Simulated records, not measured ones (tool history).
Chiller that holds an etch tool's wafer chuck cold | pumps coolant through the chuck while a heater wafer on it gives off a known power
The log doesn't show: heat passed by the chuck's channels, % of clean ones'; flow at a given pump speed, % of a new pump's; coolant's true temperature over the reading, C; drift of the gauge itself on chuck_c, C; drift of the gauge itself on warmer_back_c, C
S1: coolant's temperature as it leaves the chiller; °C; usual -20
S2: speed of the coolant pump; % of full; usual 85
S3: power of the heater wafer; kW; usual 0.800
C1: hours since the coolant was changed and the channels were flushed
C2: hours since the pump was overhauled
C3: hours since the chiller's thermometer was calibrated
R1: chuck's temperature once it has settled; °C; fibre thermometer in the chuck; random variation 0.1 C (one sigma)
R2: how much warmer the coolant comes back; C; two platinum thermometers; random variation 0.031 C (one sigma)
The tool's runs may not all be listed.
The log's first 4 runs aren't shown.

run     day   S1  S2     S3    C1    C2    C3     R1    R2
  5   8.162  -24  85  0.800   674   282   196  -14.5  2.24
  6  11.208  -24  85  0.800   747   355   269  -14.6  2.20
  7  13.771  -24  85  0.800   808   416   331  -14.5  2.17
  8  15.638  -29  85  0.800   853   461   375  -19.6  2.15
  9  17.808  -29  85  0.800   905   513   427  -19.4  2.13
 10  19.604  -20  87  0.800   948   556   471  -10.6  2.12
 11  21.221  -20  85  0.800   987   595   509  -10.4  2.17
 12  23.042  -20  85  0.800  1031   639   553  -10.5  2.14
 13  25.875  -20  85  0.800  1099   707   621  -10.3  2.11
 14  28.404  -20  85  0.800  1159   768   682  -10.4  2.09
 15  31.038  -20  85  0.800  1223   831   745  -10.5  2.02
 16  33.042  -20  85  0.403  1271   879   793  -15.3  0.90
 17  35.521  -20  85  0.800  1330   938   852  -10.5  1.98
 18  37.229  -20  85  0.800  1371   979   894  -10.6  2.08
 19  40.150  -20  85  0.800  1441  1050   964  -10.4  2.03
 20  41.783  -20  85  0.800  1481  1089  1003  -10.5  1.97
 21  44.554  -17  68  0.800  1547  1155  1069   -5.7  2.57
 22  45.879  -17  68  0.800  1579  1187  1101   -5.8  2.54
 23  47.867  -18  70  1.008  1627  1235  1149   -4.0  3.23

The next listed run, before its measurement:
 24  50.183  -18  70  1.008  1682  1290  1204   ?   ?

{"run 24": {"R1": -4.0, "R2": 3.27}}
Without the tool's hidden state the same run would have given R1 -4.0 °C, R2 3.66 C.
